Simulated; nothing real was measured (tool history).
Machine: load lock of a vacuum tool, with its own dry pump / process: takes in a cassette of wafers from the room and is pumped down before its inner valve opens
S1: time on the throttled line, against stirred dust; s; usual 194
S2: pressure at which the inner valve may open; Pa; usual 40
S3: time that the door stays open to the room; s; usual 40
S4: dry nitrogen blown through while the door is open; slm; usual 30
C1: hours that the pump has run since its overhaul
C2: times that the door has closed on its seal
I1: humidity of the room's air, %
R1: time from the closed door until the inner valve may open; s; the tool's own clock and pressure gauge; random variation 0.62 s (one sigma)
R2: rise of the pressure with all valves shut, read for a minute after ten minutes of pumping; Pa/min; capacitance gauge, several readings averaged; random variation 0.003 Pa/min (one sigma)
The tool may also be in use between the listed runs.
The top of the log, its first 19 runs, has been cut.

Run 20, day 170.104: usual settings but S1 105 s, S2 30 Pa, S3 51 s, S4 6 slm; C1 7183; C2 17826; I1 48.4. Result: R1 184.1 s, R2 0.056 Pa/min.
Run 21, day 181.308: usual settings but S1 320 s, S2 61 Pa, S3 65 s, S4 38 slm; C1 7452; C2 18250; I1 45.7. Result: R1 370.1 s, R2 0.033 Pa/min.
Run 22, day 193.183: usual settings but S4 17 slm; C1 7737; C2 18699; I1 45.4. Result: R1 261.3 s, R2 0.031 Pa/min.
Run 23, day 202.746: usual settings but S1 255 s, S2 31 Pa, S3 42 s; C1 7967; C2 19061; I1 45.5. Result: R1 319.3 s, R2 0.028 Pa/min.
Run 24, day 215.367: usual settings but S2 51 Pa, S3 27 s; C1 8270; C2 19538; I1 44.3. Result: R1 258.0 s, R2 0.023 Pa/min.
Run 25, day 222.221: usual settings but S2 47 Pa, S3 116 s, S4 33 slm; C1 8434; C2 19798; I1 45.3. Result: R1 258.9 s, R2 0.044 Pa/min.
Run 26, day 234.879: usual settings but S1 134 s, S2 57 Pa, S3 116 s, S4 33 slm; C1 8738; C2 20276; I1 46.8. Result: R1 202.8 s, R2 0.044 Pa/min.
Run 27, day 243.367: usual settings but S1 134 s, S2 57 Pa, S3 116 s, S4 33 slm; C1 8942; C2 20597; I1 44.6. Result: R1 203.3 s, R2 0.046 Pa/min.
Run 28, day 250.225: usual settings but S1 98 s, S2 38 Pa, S3 49 s, S4 19 slm; C1 9106; C2 20857; I1 44.6. Result: R1 176.1 s, R2 0.039 Pa/min.
Run 29, day 263.017: usual settings but S1 133 s, S2 60 Pa; C1 9413; C2 21341; I1 45.0. Result: R1 203.4 s, R2 0.026 Pa/min.
Run 30, day 274.646: usual settings but S1 221 s, S2 55 Pa; C1 9692; C2 21780; I1 44.9. Result: R1 283.4 s, R2 0.028 Pa/min.
Run 31, day 281.817: usual settings but S1 317 s, S2 49 Pa, S3 65 s, S4 10 slm; C1 9864; C2 22052; I1 43.0. Result: R1 372.3 s, R2 0.052 Pa/min.
Run 32, day 287.083: usual settings but S1 317 s, S2 52 Pa, S3 46 s, S4 10 slm; C1 9991; C2 22251; I1 45.0. Result: R1 370.5 s, R2 0.041 Pa/min.

Run 33 has not been measured yet. What should we expect?
Run 33, day 298.954: usual settings but S1 317 s, S2 52 Pa, S3 46 s, S4 10 slm; C1 10276; C2 22700; I1 46.4. Result: R1 ?, R2 ?.

{"run 33": {"R1": 369.8, "R2": 0.043}}
Had the tool carried no hidden state, the very same run would have given R1 369.8 s, R2 0.043 Pa/min.

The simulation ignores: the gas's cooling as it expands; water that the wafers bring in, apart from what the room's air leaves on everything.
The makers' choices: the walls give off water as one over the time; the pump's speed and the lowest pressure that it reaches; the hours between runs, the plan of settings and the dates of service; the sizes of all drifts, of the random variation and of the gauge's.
